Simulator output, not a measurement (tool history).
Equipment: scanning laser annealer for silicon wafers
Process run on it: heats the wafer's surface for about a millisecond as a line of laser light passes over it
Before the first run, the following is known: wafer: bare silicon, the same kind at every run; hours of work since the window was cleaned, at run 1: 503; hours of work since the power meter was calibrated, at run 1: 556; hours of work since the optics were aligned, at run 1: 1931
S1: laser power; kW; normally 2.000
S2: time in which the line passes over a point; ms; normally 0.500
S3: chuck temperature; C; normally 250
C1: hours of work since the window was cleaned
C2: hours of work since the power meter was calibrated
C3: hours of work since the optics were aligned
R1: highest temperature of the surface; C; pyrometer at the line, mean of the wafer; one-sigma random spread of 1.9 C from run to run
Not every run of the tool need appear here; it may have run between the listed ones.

run   hour     S1     S2   S3   C1    C2    C3    R1
  1    0.0  2.000  0.500  250  503   556  1931  1045
  2    9.9  2.000  0.500  250  510   563  1939  1043
      26.4  -- optics aligned, line set to its width
  3   30.3  2.167  0.500  250  522   575     3  1154
  4   50.0  2.167  0.500  250  538   590    18  1152
  5   59.7  2.000  0.500  250  545   598    26  1060
      66.7  -- window over the wafer cleaned
  6   73.9  2.000  0.500  250    6   607    35  1092
  7   94.8  2.000  0.500  250   22   624    52  1090
  8  106.7  2.111  0.500  250   31   633    61  1154
  9  115.8  2.111  0.500  250   38   640    68  1151
 10  133.0  2.111  0.500  250   52   653    81  1153
 11  145.6  2.000  0.500  250   61   663    91  1091
 12  165.1  2.000  0.500  250   76   678   106  1089
 13  182.1  2.000  0.500  250   90   692   120  1087
 14  196.6  2.000  0.500  250  101   703   131  1089
 15  218.3  2.000  0.500  250  118   720   148  1087
 16  230.6  2.000  0.500  250  127   729   157  1087
 17  249.1  2.000  0.500  250  142   744   172  1087
 18  265.9  2.000  0.500  250  155   757   185  1082
 19  278.7  1.918  0.500  250  165   767   195  1037
 20  294.0  2.058  0.500  250  177   779   207  1112
 21  308.9  2.058  0.500  250  188   790   218  1114
 22  323.7  1.871  0.407  288  200   802   230   967
 23  333.1  1.790  0.407  288  207   809   237   928
 24  342.5  1.790  0.407  288  214   816   244   929
 25  352.1  2.023  0.552  215  222   824   252  1102
 26  371.8  1.987  0.599  250  237   839   267  1156
 27  392.6  2.000  0.500  269  253   855   283  1097
 28  412.5  2.086  0.375  226  269   871   299   975
 29  421.8  1.934  0.541  251  276   878   306  1074
 30  443.0  1.934  0.541  256  293   894   322  1080
 31  452.1  2.000  0.401  235  300   902   329   966
 32  470.2  2.000  0.401  235  314   916   343   968
 33  486.0  2.191  0.479  259  326   928   356  1165
 34  499.1  2.000  0.575  258  336   938   366  1145
 35  510.6  2.000  0.575  258  345   947   375  1142
 36  524.0  2.000  0.575  258  356   957   385  1139
 37  543.6  2.000  0.575  258  371   973   401  1142
 38  561.9  2.000  0.613  214  385   987   415  1123
 39  580.6  1.926  0.613  214  399  1001   429  1081
 40  593.4  2.104  0.613  253  409  1011   439  1226
 41  614.1  1.781  0.613  248  426  1027   455  1028
 42  632.4  2.000  0.541  250  440  1042   470  1101

Below are 3 alternative next runs, each starting from the tool's condition after run 42. Predict each:
  A  650.5  2.141  0.500  250  454  1056  484   ?
  B  650.5  1.800  0.500  250  454  1056  484   ?
  C  650.5  2.000  0.541  218  454  1056  484   ?

run    R1
  A  1139
  B   957
  C  1065
The same runs, with their run-to-run variation unchanged, on a tool lacking any hidden condition would have given:
run    R1
  A  1179
  B   989
  C  1103
